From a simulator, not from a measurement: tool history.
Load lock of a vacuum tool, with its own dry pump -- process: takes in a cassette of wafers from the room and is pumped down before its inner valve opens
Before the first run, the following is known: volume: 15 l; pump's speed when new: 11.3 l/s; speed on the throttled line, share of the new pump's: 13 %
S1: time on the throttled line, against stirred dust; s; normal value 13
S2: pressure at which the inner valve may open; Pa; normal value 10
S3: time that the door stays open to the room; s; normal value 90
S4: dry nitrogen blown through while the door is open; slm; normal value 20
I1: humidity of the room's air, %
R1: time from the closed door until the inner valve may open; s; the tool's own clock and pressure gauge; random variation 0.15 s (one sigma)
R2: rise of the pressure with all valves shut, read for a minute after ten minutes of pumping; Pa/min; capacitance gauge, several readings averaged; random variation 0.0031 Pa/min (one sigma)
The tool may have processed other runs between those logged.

run 1 day=0.000 | S1=13 S2=10 S3=90 S4=20 | I1=46.4 | R1=23.9 R2=0.391
run 2 day=10.150 | S1=13 S2=10 S3=90 S4=20 | I1=47.9 | R1=23.7 R2=0.395
run 3 day=16.754 | S1=13 S2=10 S3=90 S4=20 | I1=46.6 | R1=23.6 R2=0.405
run 4 day=22.750 | S1=13 S2=10 S3=90 S4=20 | I1=43.2 | R1=23.7 R2=0.404
run 5 day=35.075 | S1=13 S2=10 S3=90 S4=20 | I1=49.1 | R1=23.9 R2=0.431
run 6 day=41.938 | S1=13 S2=10 S3=90 S4=20 | I1=47.2 | R1=23.5 R2=0.437
run 7 day=55.967 | S1=13 S2=10 S3=90 S4=20 | I1=45.2 | R1=23.9 R2=0.455
run 8 day=63.383 | S1=13 S2=10 S3=90 S4=20 | I1=42.4 | R1=23.8 R2=0.475
run 9 day=75.375 | S1=13 S2=10 S3=90 S4=20 | I1=46.2 | R1=23.9 R2=0.495
run 10 day=84.558 | S1=13 S2=10 S3=90 S4=20 | I1=42.3 | R1=23.9 R2=0.497
run 11 day=97.904 | S1=13 S2=10 S3=90 S4=20 | I1=45.0 | R1=23.7 R2=0.527
run 12 day=105.608 | S1=13 S2=10 S3=90 S4=20 | I1=46.5 | R1=23.8 R2=0.547
run 13 day=116.483 | S1=13 S2=10 S3=90 S4=20 | I1=45.5 | R1=24.0 R2=0.552
run 14 day=127.275 | S1=13 S2=10 S3=90 S4=20 | I1=47.8 | R1=24.1 R2=0.575
run 15 day=134.400 | S1=13 S2=10 S3=90 S4=20 | I1=46.4 | R1=24.3 R2=0.598
run 16 day=142.046 | S1=13 S2=10 S3=90 S4=20 | I1=43.0 | R1=23.9 R2=0.603
run 17 day=148.117 | S1=13 S2=10 S3=90 S4=20 | I1=44.0 | R1=23.9 R2=0.616
run 18 day=155.629 | S1=13 S2=10 S3=60 S4=20 | I1=47.7 | R1=23.9 R2=0.627
run 19 day=166.133 | S1=13 S2=10 S3=129 S4=7 | I1=47.1 | R1=24.1 R2=0.698
run 20 day=176.354 | S1=7 S2=8 S3=206 S4=5 | I1=41.9 | R1=19.3 R2=0.706
run 21 day=186.958 | S1=13 S2=10 S3=73 S4=14 | I1=46.0 | R1=24.0 R2=0.090
run 22 day=194.104 | S1=13 S2=9 S3=83 S4=20 | I1=45.9 | R1=24.3 R2=0.087
run 23 day=208.821 | S1=13 S2=9 S3=83 S4=20 | I1=44.5 | R1=24.5 R2=0.088
run 24 day=219.750 | S1=13 S2=8 S3=90 S4=24 | I1=46.3 | R1=24.8 R2=0.089
run 25 day=232.904 | S1=13 S2=10 S3=90 S4=20 | I1=46.1 | R1=24.4 R2=0.110
run 26 day=243.658 | S1=18 S2=16 S3=49 S4=10 | I1=44.5 | R1=27.6 R2=0.109
run 27 day=251.138 | S1=25 S2=20 S3=47 S4=12 | I1=47.2 | R1=33.4 R2=0.110
run 28 day=263.046 | S1=25 S2=20 S3=47 S4=12 | I1=49.0 | R1=33.6 R2=0.122
run 29 day=274.096 | S1=17 S2=9 S3=90 S4=20 | I1=43.7 | R1=28.4 R2=0.125
run 30 day=283.067 | S1=7 S2=7 S3=90 S4=20 | I1=41.2 | R1=19.7 R2=0.128
run 31 day=293.446 | S1=7 S2=7 S3=90 S4=20 | I1=47.6 | R1=19.8 R2=0.142
run 32 day=302.933 | S1=13 S2=15 S3=86 S4=20 | I1=45.7 | R1=23.9 R2=0.148
run 33 day=311.900 | S1=10 S2=18 S3=55 S4=17 | I1=42.9 | R1=21.1 R2=0.136
run 34 day=322.817 | S1=13 S2=9 S3=90 S4=20 | I1=48.3 | R1=24.6 R2=0.165
run 35 day=331.104 | S1=19 S2=9 S3=29 S4=20 | I1=42.3 | R1=30.0 R2=0.143

Withheld: 1 entry from between the runs. Position of each, and hidden state at the listed run before versus the listed run after:
Between runs 20 and 21: door's seal changed, seat wiped (day 178.942)
  pump's speed, % of a new pump's: 95.6 -> 95.4; leak at the door's seal, Pa l/s: 0.1499 -> 0.0037
  what was measured, less what the result would be without the hidden state, R1: +0.5 -> +0.5 s; R2: +0.585 -> +0.006 Pa/min

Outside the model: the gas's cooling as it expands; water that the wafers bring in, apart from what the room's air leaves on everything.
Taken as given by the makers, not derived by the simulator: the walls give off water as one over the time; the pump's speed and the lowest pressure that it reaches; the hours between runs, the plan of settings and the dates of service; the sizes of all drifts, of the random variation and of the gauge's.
